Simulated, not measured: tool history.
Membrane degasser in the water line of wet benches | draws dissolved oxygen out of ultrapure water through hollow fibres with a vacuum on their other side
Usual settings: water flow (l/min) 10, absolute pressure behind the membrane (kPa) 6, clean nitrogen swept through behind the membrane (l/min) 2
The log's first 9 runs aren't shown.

| run | day | water flow (l/min) | absolute pressure behind the membrane (kPa) | clean nitrogen swept through behind the membrane (l/min) | hours since the membrane was changed | hours since the vacuum gauge was calibrated | hours since the vacuum lines were made tight | dissolved oxygen in the water behind the degasser (ppb) | pressure that the water loses in the fibres (kPa) |
|---|---|---|---|---|---|---|---|---|---|
| 10 | 71.8 | 10 | 6 | 2 | 12645 | 841 | 1303 | 38 | 47.17 |
| 11 | 82.112 | 10 | 5.37 | 2 | 12893 | 1088 | 1550 | 30.1 | 47.69 |
| 12 | 93.438 | 10 | 10.18 | 2 | 13165 | 1360 | 1822 | 89.2 | 47.35 |
| 13 | 101.9 | 10 | 6 | 2 | 13368 | 1563 | 2025 | 38.2 | 47.67 |
| 14 | 107.988 | 10 | 6 | 2 | 13514 | 1709 | 2171 | 37.8 | 47.56 |
| 15 | 113.617 | 10 | 5.03 | 2 | 13649 | 1845 | 2306 | 26.3 | 47.32 |
| 16 | 122.483 | 10 | 5.03 | 2 | 13862 | 2057 | 2519 | 25.9 | 47.55 |
| 17 | 128.104 | 10 | 5.03 | 2 | 13997 | 2192 | 2654 | 26.4 | 47.78 |
| 18 | 139.371 | 11 | 11.93 | 3.74 | 14267 | 2463 | 2924 | 70.2 | 52.61 |
| 19 | 145.167 | 7 | 6 | 2 | 14406 | 2602 | 3064 | 25.1 | 33.11 |
| 20 | 151.783 | 12 | 14.38 | 1.85 | 14565 | 2761 | 3222 | 186 | 57.3 |
| 21 | 161.962 | 12 | 14.38 | 1.85 | 14809 | 3005 | 3467 | 185.2 | 56.87 |
| 22 | 169.038 | 11 | 6 | 1.06 | 14979 | 3175 | 3636 | 75.9 | 52.34 |
| 23 | 176.862 | 7 | 5.65 | 1.06 | 15167 | 3362 | 3824 | 38.8 | 33.64 |
| 24 | 183.479 | 10 | 4.7 | 2 | 15326 | 3521 | 3983 | 22.2 | 47.29 |
| 25 | 188.983 | 10 | 4.7 | 2 | 15458 | 3653 | 4115 | 22.3 | 47.55 |
| 26 | 195.733 | 13 | 6 | 0.95 | 15620 | 3815 | 4277 | 109 | 62.02 |
| 27 | 200.446 | 13 | 4.21 | 2 | 15733 | 3928 | 4390 | 35.2 | 61.84 |
| 28 | 210.717 | 13 | 9.97 | 5.81 | 15979 | 4175 | 4637 | 57 | 62.38 |
| 29 | 220.579 | 10 | 12.91 | 1.3 | 16216 | 4412 | 4873 | 178.4 | 47.46 |
| 30 | 227.038 | 10 | 12.04 | 1.3 | 16371 | 4567 | 5028 | 166.7 | 47.54 |
| 31 | 232.446 | 7 | 15 | 2 | 16501 | 4697 | 5158 | 101.9 | 33.24 |
| 32 | 241.929 | 10 | 6 | 1.6 | 16728 | 4924 | 5386 | 45.7 | 47.97 |
| 33 | 253.296 | 10 | 6 | 1.6 | 17001 | 5197 | 5659 | 46.7 | 47.66 |

Forecast each of these 3 alternatives for the next run:
| A | 262.988 | 8 | 6 | 2.96 | 17234 | 5429 | 5891 | ? | ? |
| B | 262.988 | 10 | 5.02 | 2 | 17234 | 5429 | 5891 | ? | ? |
| C | 262.988 | 13 | 4.35 | 1.32 | 17234 | 5429 | 5891 | ? | ? |

| run | dissolved oxygen in the water behind the degasser (ppb) | pressure that the water loses in the fibres (kPa) |
|---|---|---|
| A | 19.6 | 37.95 |
| B | 26.3 | 47.4 |
| C | 47.8 | 61.6 |
Without the tool's hidden state the same runs would have given:
| run | dissolved oxygen in the water behind the degasser (ppb) | pressure that the water loses in the fibres (kPa) |
|---|---|---|
| A | 19.5 | 37.9 |
| B | 26.2 | 47.34 |
| C | 47.6 | 61.52 |

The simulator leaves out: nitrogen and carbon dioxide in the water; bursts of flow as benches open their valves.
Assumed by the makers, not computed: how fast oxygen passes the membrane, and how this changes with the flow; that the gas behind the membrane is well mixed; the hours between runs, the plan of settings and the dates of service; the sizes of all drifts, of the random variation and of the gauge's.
